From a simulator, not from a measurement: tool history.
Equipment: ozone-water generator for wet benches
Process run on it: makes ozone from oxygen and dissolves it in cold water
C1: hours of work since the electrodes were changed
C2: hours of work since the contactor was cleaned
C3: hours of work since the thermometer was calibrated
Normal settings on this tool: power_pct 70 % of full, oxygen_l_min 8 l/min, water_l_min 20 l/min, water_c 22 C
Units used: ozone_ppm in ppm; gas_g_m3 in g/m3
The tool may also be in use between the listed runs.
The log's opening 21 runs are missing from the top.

{"run": 22, "day": 44.646, "power_pct": 64, "oxygen_l_min": 4.86, "water_l_min": 14, "water_c": 22, "C1": 1868, "C2": 6917, "C3": 4604, "ozone_ppm": 25.6, "gas_g_m3": 224.2}
{"run": 23, "day": 47.283, "power_pct": 64, "oxygen_l_min": 4.86, "water_l_min": 14, "water_c": 22, "C1": 1917, "C2": 6966, "C3": 4653, "ozone_ppm": 25.7, "gas_g_m3": 223.9}
{"run": 24, "day": 49.846, "power_pct": 52, "oxygen_l_min": 9.95, "water_l_min": 16, "water_c": 25, "C1": 1964, "C2": 7013, "C3": 4700, "ozone_ppm": 16.3, "gas_g_m3": 126.8}
{"run": 25, "day": 51.633, "power_pct": 52, "oxygen_l_min": 9.95, "water_l_min": 16, "water_c": 25, "C1": 1997, "C2": 7046, "C3": 4733, "ozone_ppm": 16.4, "gas_g_m3": 124.4}
{"run": 26, "day": 54.462, "power_pct": 87, "oxygen_l_min": 9.95, "water_l_min": 26, "water_c": 25, "C1": 2049, "C2": 7098, "C3": 4786, "ozone_ppm": 19.2, "gas_g_m3": 201.1}
{"run": 27, "day": 57.133, "power_pct": 87, "oxygen_l_min": 9.95, "water_l_min": 26, "water_c": 25, "C1": 2099, "C2": 7148, "C3": 4835, "ozone_ppm": 18.9, "gas_g_m3": 197.8}
{"run": 28, "day": 59.896, "power_pct": 87, "oxygen_l_min": 9.95, "water_l_min": 26, "water_c": 25, "C1": 2150, "C2": 7199, "C3": 4886, "ozone_ppm": 19.5, "gas_g_m3": 200.8}
{"run": 29, "day": 61.696, "power_pct": 95, "oxygen_l_min": 8, "water_l_min": 16, "water_c": 22, "C1": 2183, "C2": 7232, "C3": 4919, "ozone_ppm": 31.2, "gas_g_m3": 244.9}
{"run": 30, "day": 64.683, "power_pct": 65, "oxygen_l_min": 8, "water_l_min": 17, "water_c": 22, "C1": 2238, "C2": 7287, "C3": 4974, "ozone_ppm": 21.4, "gas_g_m3": 173.7}
{"run": 31, "day": 67.229, "power_pct": 65, "oxygen_l_min": 8, "water_l_min": 17, "water_c": 22, "C1": 2285, "C2": 7334, "C3": 5021, "ozone_ppm": 21.3, "gas_g_m3": 174.2}
{"run": 32, "day": 68.938, "power_pct": 65, "oxygen_l_min": 6.45, "water_l_min": 20, "water_c": 16, "C1": 2316, "C2": 7366, "C3": 5053, "ozone_ppm": 21.7, "gas_g_m3": 194.1}
{"run": 33, "day": 71.167, "power_pct": 70, "oxygen_l_min": 7.47, "water_l_min": 20, "water_c": 22, "C1": 2358, "C2": 7407, "C3": 5094, "ozone_ppm": 20.7, "gas_g_m3": 191.3}

Here are 4 independent what-if runs from the current tool condition. What would each one return?
{"run": "A", "day": 72.829, "power_pct": 70, "oxygen_l_min": 7.47, "water_l_min": 20, "water_c": 18, "C1": 2388, "C2": 7438, "C3": 5125, "ozone_ppm": "?", "gas_g_m3": "?"}
{"run": "B", "day": 72.829, "power_pct": 70, "oxygen_l_min": 7.77, "water_l_min": 29, "water_c": 30, "C1": 2388, "C2": 7438, "C3": 5125, "ozone_ppm": "?", "gas_g_m3": "?"}
{"run": "C", "day": 72.829, "power_pct": 72, "oxygen_l_min": 7.47, "water_l_min": 20, "water_c": 22, "C1": 2388, "C2": 7438, "C3": 5125, "ozone_ppm": "?", "gas_g_m3": "?"}
{"run": "D", "day": 72.829, "power_pct": 55, "oxygen_l_min": 7.47, "water_l_min": 31, "water_c": 22, "C1": 2388, "C2": 7438, "C3": 5125, "ozone_ppm": "?", "gas_g_m3": "?"}

run=A ozone_ppm=22.6 gas_g_m3=193.6
run=B ozone_ppm=13.5 gas_g_m3=189.5
run=C ozone_ppm=21.1 gas_g_m3=197.9
run=D ozone_ppm=11.9 gas_g_m3=153.9
What these runs would have given with no unlogged condition in the tool:
run=A ozone_ppm=22.6 gas_g_m3=193.6
run=B ozone_ppm=13.5 gas_g_m3=189.6
run=C ozone_ppm=21.1 gas_g_m3=197.9
run=D ozone_ppm=11.9 gas_g_m3=153.9
